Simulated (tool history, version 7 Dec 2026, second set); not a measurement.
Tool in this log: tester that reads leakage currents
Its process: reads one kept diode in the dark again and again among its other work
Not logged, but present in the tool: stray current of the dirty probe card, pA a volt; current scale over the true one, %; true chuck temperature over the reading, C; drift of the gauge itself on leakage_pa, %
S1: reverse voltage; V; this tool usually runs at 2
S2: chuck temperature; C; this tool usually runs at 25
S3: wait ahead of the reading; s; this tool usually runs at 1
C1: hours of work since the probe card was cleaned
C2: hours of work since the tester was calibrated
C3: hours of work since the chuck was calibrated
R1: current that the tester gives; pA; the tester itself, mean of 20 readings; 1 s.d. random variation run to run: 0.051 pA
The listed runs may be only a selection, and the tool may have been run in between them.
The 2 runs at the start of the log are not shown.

run	hour	S1	S2	S3	C1	C2	C3	R1
3	59.9	2	25	1	1202	377	983	5.47
4	102.8	2	25	1	1224	398	1005	5.43
5	126.6	2	25	1	1236	410	1017	5.51
6	154.1	2	25	1	1250	424	1031	5.46
7	182.8	2	25	1	1264	439	1045	5.6
8	223	2	25	1	1284	459	1065	5.52
9	249.8	2	25	1	1298	472	1079	5.59
10	290.3	2	25	1	1318	493	1099	5.64
11	326.3	2	25	1	1336	511	1117	5.59
12	346.9	2	25	0.49	1347	521	1127	6.39
13	365.3	2	25	0.49	1356	530	1137	6.43
14	388.8	2	25	9.08	1368	542	1149	4.97
15	418.3	4.24	25	1	1383	557	1163	10.1
16	441.2	4.24	25	1	1394	568	1175	10.15
17	479.1	1.26	25	1	1413	588	1194	4.13
18	506.1	1.26	25	1	1427	601	1207	4.12
19	532.7	1.26	25	1	1440	614	1221	4.13
20	576.4	2	25	1	1462	636	1243	5.81
21	599.3	2	39	6.82	1474	648	1254	11
22	618	2	39	6.82	1483	657	1264	10.83
23	657.2	5.27	20	0.33	1503	677	1283	14.41

Run 24, settings as shown, results not yet in. Your forecast:
24	695.8	5.27	20	0.33	1522	696	1303	?

Run 24 came out at R1 14.46 pA.
Without the tool's hidden state the same run would have given R1 9.34 pA.
